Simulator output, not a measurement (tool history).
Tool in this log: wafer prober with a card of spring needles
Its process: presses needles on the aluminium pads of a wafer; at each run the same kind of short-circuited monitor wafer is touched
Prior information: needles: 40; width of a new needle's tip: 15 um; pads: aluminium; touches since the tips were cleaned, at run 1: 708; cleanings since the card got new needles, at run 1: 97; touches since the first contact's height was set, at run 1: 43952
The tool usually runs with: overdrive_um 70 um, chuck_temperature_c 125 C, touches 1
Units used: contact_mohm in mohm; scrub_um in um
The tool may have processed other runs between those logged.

run,day,overdrive_um,chuck_temperature_c,touches,touches since the tips were cleaned,cleanings since the card got new needles,touches since the first contact's height was set,contact_mohm,scrub_um
1,0,70,125,1,708,97,43952,245,18.87
# day 0.112: tips cleaned on abrasive film
# day 0.3: tips cleaned on abrasive film
# day 0.488: tips cleaned on abrasive film
# day 0.675: tips cleaned on abrasive film
2,0.675,70,80,1,0,101,52991,226,18.5
# day 0.862: tips cleaned on abrasive film
# day 1.05: tips cleaned on abrasive film
# day 1.238: tips cleaned on abrasive film
3,1.342,70,125,1,1421,104,61955,258,18.39
# day 1.421: tips cleaned on abrasive film
# day 1.571: tips cleaned on abrasive film
# day 1.758: tips cleaned on abrasive film
# day 1.946: tips cleaned on abrasive film
# day 2.096: tips cleaned on abrasive film
4,2.142,70,125,1,638,109,72651,246,18.23
# day 2.258: tips cleaned on abrasive film
# day 2.446: tips cleaned on abrasive film
# day 2.633: tips cleaned on abrasive film
# day 2.783: tips cleaned on abrasive film
5,2.838,70,125,1,764,113,81965,248,17.76
# day 2.95: tips cleaned on abrasive film
# day 3.104: tips cleaned on abrasive film
# day 3.292: tips cleaned on abrasive film
# day 3.479: tips cleaned on abrasive film
# day 3.629: tips cleaned on abrasive film
6,3.742,70,125,1,1579,118,94103,262,18.18
# day 3.783: tips cleaned on abrasive film
# day 3.971: tips cleaned on abrasive film
# day 4.158: tips cleaned on abrasive film
7,4.296,70,125,1,1904,121,101535,264,17.82
# day 4.338: tips cleaned on abrasive film
# day 4.488: tips cleaned on abrasive film
# day 4.675: tips cleaned on abrasive film
# day 4.862: tips cleaned on abrasive film
# day 5.05: tips cleaned on abrasive film
8,5.196,70,125,1,1991,126,113583,269,17.96
# day 5.238: tips cleaned on abrasive film
# day 5.425: tips cleaned on abrasive film
# day 5.612: tips cleaned on abrasive film
# day 5.8: tips cleaned on abrasive film
9,5.846,70,125,1,645,130,122275,254,17.96
# day 5.962: tips cleaned on abrasive film
# day 6.112: tips cleaned on abrasive film
# day 6.3: tips cleaned on abrasive film
# day 6.45: tips cleaned on abrasive film
10,6.504,70,125,1,717,134,131040,250,17.64
# day 6.617: tips cleaned on abrasive film
# day 6.804: tips cleaned on abrasive film
# day 6.954: tips cleaned on abrasive film
11,7.083,70,125,1,1762,137,138835,266,17.46
# day 7.125: tips cleaned on abrasive film
# day 7.312: tips cleaned on abrasive film
# day 7.5: tips cleaned on abrasive film
# day 7.65: tips cleaned on abrasive film
# day 7.838: tips cleaned on abrasive film
12,7.858,70,125,1,295,142,149186,250,17.39
# day 8.008: tips cleaned on abrasive film
# day 8.196: tips cleaned on abrasive film
# day 8.35: tips cleaned on abrasive film
# day 8.538: tips cleaned on abrasive film
# day 8.688: tips cleaned on abrasive film
13,8.804,70,125,1,1606,147,161854,269,17.17
# day 8.846: tips cleaned on abrasive film
# day 8.996: tips cleaned on abrasive film
# day 9.146: tips cleaned on abrasive film
# day 9.333: tips cleaned on abrasive film
# day 9.521: tips cleaned on abrasive film
# day 9.683: tips cleaned on abrasive film
14,9.683,85,67,3,0,153,173606,220,20.95
# day 9.871: tips cleaned on abrasive film
# day 10.058: tips cleaned on abrasive film
# day 10.212: tips cleaned on abrasive film
15,10.354,85,59,2,1974,156,182619,236,21.3
# day 10.396: tips cleaned on abrasive film
# day 10.583: tips cleaned on abrasive film
# day 10.596: height of the first contact set anew
# day 10.783: tips cleaned on abrasive film
16,10.912,59,59,3,1786,159,4300,238,16.14
# day 10.954: tips cleaned on abrasive film
# day 11.142: tips cleaned on abrasive film
# day 11.292: tips cleaned on abrasive film
# day 11.479: tips cleaned on abrasive film
# day 11.667: tips cleaned on abrasive film
# day 11.817: tips cleaned on abrasive film
17,11.862,59,59,3,636,165,17005,228,15.8
# day 11.979: tips cleaned on abrasive film
# day 12.167: tips cleaned on abrasive film
# day 12.317: tips cleaned on abrasive film
# day 12.504: tips cleaned on abrasive film
# day 12.692: tips cleaned on abrasive film
18,12.817,75,34,3,1714,170,29780,220,20.12
# day 12.858: tips cleaned on abrasive film
# day 13.046: tips cleaned on abrasive film
# day 13.196: tips cleaned on abrasive film
19,13.325,75,107,2,1793,173,36603,249,20.21
# day 13.367: tips cleaned on abrasive film
# day 13.554: tips cleaned on abrasive film
# day 13.704: tips cleaned on abrasive film
20,13.754,58,125,1,655,176,42286,263,15.61
# day 13.867: tips cleaned on abrasive film
# day 14.054: tips cleaned on abrasive film
# day 14.242: tips cleaned on abrasive film
# day 14.429: tips cleaned on abrasive film
21,14.546,58,61,1,1612,180,52949,277,15.34
# day 14.588: tips cleaned on abrasive film
# day 14.775: tips cleaned on abrasive film
# day 14.925: tips cleaned on abrasive film
# day 15.112: tips cleaned on abrasive film
22,15.162,51,46,3,664,184,61157,240,13.24
# day 15.275: tips cleaned on abrasive film
# day 15.429: tips cleaned on abrasive film
# day 15.617: tips cleaned on abrasive film
# day 15.804: tips cleaned on abrasive film
# day 15.992: tips cleaned on abrasive film
23,16.067,70,125,1,1045,189,73266,257,18.64
# day 16.142: tips cleaned on abrasive film
# day 16.296: tips cleaned on abrasive film
# day 16.446: tips cleaned on abrasive film
# day 16.608: tips cleaned on abrasive film
24,16.608,60,28,1,0,193,80502,224,15.15
# day 16.796: tips cleaned on abrasive film
# day 16.95: tips cleaned on abrasive film
# day 17.138: tips cleaned on abrasive film
# day 17.325: tips cleaned on abrasive film
25,17.429,60,28,1,1466,197,91521,264,15.16

Hidden state or all else? Some run-to-run changes of contact_mohm, split into what the settings, what came in and random variation would give without the hidden state, and what is left for the hidden state (with any gauge scatter that isn't in both results):
The hidden state here: debris on the tips, nm; way that the needles fall short of the set height, um; tips' diameter, um; drift of the gauge itself on contact_mohm, %; drift of the gauge itself on scrub_um, %.
Run 13 -> 14: overdrive_um 70 -> 85, chuck_temperature_c 125 -> 67, touches 1 -> 3, tips cleaned on abrasive film, tips cleaned on abrasive film, tips cleaned on abrasive film, tips cleaned on abrasive film, tips cleaned on abrasive film, tips cleaned on abrasive film. contact_mohm -49 mohm: hidden state -33, all else -16.
Run 21 -> 22: overdrive_um 58 -> 51, chuck_temperature_c 61 -> 46, touches 1 -> 3, tips cleaned on abrasive film, tips cleaned on abrasive film, tips cleaned on abrasive film, tips cleaned on abrasive film. contact_mohm -37 mohm: hidden state -36, all else -1.
Run 24 -> 25: tips cleaned on abrasive film, tips cleaned on abrasive film, tips cleaned on abrasive film, tips cleaned on abrasive film. contact_mohm +40 mohm: hidden state +46, all else -6.
